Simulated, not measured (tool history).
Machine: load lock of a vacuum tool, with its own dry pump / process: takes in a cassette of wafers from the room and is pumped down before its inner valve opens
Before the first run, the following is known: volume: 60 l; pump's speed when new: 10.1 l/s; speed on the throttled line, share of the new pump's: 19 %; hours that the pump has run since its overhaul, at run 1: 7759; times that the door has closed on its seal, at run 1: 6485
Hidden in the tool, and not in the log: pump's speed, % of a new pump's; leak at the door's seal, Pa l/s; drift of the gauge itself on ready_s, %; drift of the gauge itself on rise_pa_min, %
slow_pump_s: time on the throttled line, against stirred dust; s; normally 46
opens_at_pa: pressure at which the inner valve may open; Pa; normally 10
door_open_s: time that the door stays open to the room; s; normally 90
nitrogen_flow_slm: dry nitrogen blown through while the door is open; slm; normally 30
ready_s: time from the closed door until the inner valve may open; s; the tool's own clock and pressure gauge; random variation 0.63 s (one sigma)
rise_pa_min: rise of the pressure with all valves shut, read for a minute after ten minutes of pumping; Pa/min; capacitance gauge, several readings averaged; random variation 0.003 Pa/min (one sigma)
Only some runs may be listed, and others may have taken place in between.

| run | day | slow_pump_s | opens_at_pa | door_open_s | nitrogen_flow_slm | hours that the pump has run since its overhaul | times that the door has closed on its seal | incoming humidity of the room's air, % | ready_s | rise_pa_min |
|---|---|---|---|---|---|---|---|---|---|---|
| 1 | 0.000 | 46 | 10 | 90 | 30 | 7759 | 6485 | 44.0 | 96.9 | 0.081 |
| 2 | 3.042 | 46 | 10 | 90 | 30 | 7832 | 6628 | 46.8 | 97.5 | 0.091 |
| 3 | 5.325 | 46 | 10 | 90 | 30 | 7887 | 6735 | 46.2 | 96.9 | 0.092 |
| 4 | 9.371 | 76 | 10 | 90 | 30 | 7984 | 6924 | 44.6 | 122.3 | 0.093 |
| 5 | 12.938 | 46 | 10 | 90 | 30 | 8070 | 7092 | 42.4 | 97.3 | 0.093 |
| 6 | 16.933 | 46 | 10 | 90 | 18 | 8166 | 7279 | 42.9 | 96.2 | 0.106 |
| 7 | 21.800 | 46 | 10 | 90 | 18 | 8283 | 7507 | 44.0 | 98.0 | 0.107 |
| 8 | 24.804 | 46 | 10 | 90 | 18 | 8355 | 7648 | 45.1 | 97.5 | 0.117 |
| 9 | 29.329 | 37 | 8 | 34 | 18 | 8463 | 7860 | 49.6 | 92.8 | 0.107 |
| 10 | 32.150 | 37 | 8 | 34 | 18 | 8531 | 7992 | 41.5 | 92.8 | 0.112 |
| 11 | 36.300 | 66 | 10 | 90 | 16 | 8631 | 8187 | 44.8 | 113.5 | 0.122 |
| 12 | 40.833 | 66 | 10 | 90 | 16 | 8739 | 8399 | 45.3 | 113.8 | 0.132 |
| 13 | 44.942 | 66 | 10 | 90 | 16 | 8838 | 8592 | 47.9 | 113.9 | 0.136 |
| 14 | 49.717 | 52 | 7 | 90 | 13 | 8953 | 8816 | 39.5 | 104.5 | 0.142 |
| 15 | 52.488 | 83 | 14 | 153 | 30 | 9019 | 8946 | 41.7 | 125.3 | 0.137 |

5 options for the next run, each taken on its own from the tool as it stands now. Forecast them:
| A | 55.625 | 30 | 14 | 153 | 30 | 9094 | 9093 | 45.4 | ? | ? |
| B | 55.625 | 46 | 18 | 153 | 30 | 9094 | 9093 | 45.5 | ? | ? |
| C | 55.625 | 46 | 10 | 90 | 5 | 9094 | 9093 | 46.2 | ? | ? |
| D | 55.625 | 56 | 12 | 153 | 8 | 9094 | 9093 | 42.7 | ? | ? |
| E | 55.625 | 35 | 14 | 153 | 30 | 9094 | 9093 | 46.7 | ? | ? |

| run | ready_s | rise_pa_min |
|---|---|---|
| A | 83.0 | 0.134 |
| B | 92.8 | 0.137 |
| C | 97.0 | 0.159 |
| D | 103.4 | 0.159 |
| E | 85.7 | 0.137 |
Without the tool's hidden state the same runs would have given:
| run | ready_s | rise_pa_min |
|---|---|---|
| A | 77.3 | 0.015 |
| B | 87.7 | 0.017 |
| C | 91.5 | 0.041 |
| D | 98.3 | 0.038 |
| E | 80.2 | 0.016 |
